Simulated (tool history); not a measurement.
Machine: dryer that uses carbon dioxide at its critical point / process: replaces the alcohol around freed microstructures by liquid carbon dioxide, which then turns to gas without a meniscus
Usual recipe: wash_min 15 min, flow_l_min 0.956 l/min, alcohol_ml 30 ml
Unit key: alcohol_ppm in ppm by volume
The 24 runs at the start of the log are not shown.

run     day  wash_min  flow_l_min  alcohol_ml  alcohol_ppm
 25   7.746        11       1.003          28          302
 26   8.162        15       0.956          32          130
 27   8.362        21       0.609         116          676
 28   8.608        21       1.389          53           31
 29   9.000        17       1.057          82          111
 30   9.283        15       0.636          53          983
 31   9.692        15       0.636          53          992
 32   9.954        15       0.729          30          373
 33  10.162        14       0.729          30          469
 34  10.558        18       0.956          30           77
 35  10.771        10       0.774          30         1047

What if the next run were any one of these 3? Each begins from the tool's condition after run 35:
  A  11.221        10       1.039          30            ?
  B  11.221        15       1.288          30            ?
  C  11.221        15       0.708          30            ?

run  alcohol_ppm
  A          459
  B           59
  C          445
Had the tool no hidden state, the same runs would have come out as:
run  alcohol_ppm
  A          324
  B           14
  C          312

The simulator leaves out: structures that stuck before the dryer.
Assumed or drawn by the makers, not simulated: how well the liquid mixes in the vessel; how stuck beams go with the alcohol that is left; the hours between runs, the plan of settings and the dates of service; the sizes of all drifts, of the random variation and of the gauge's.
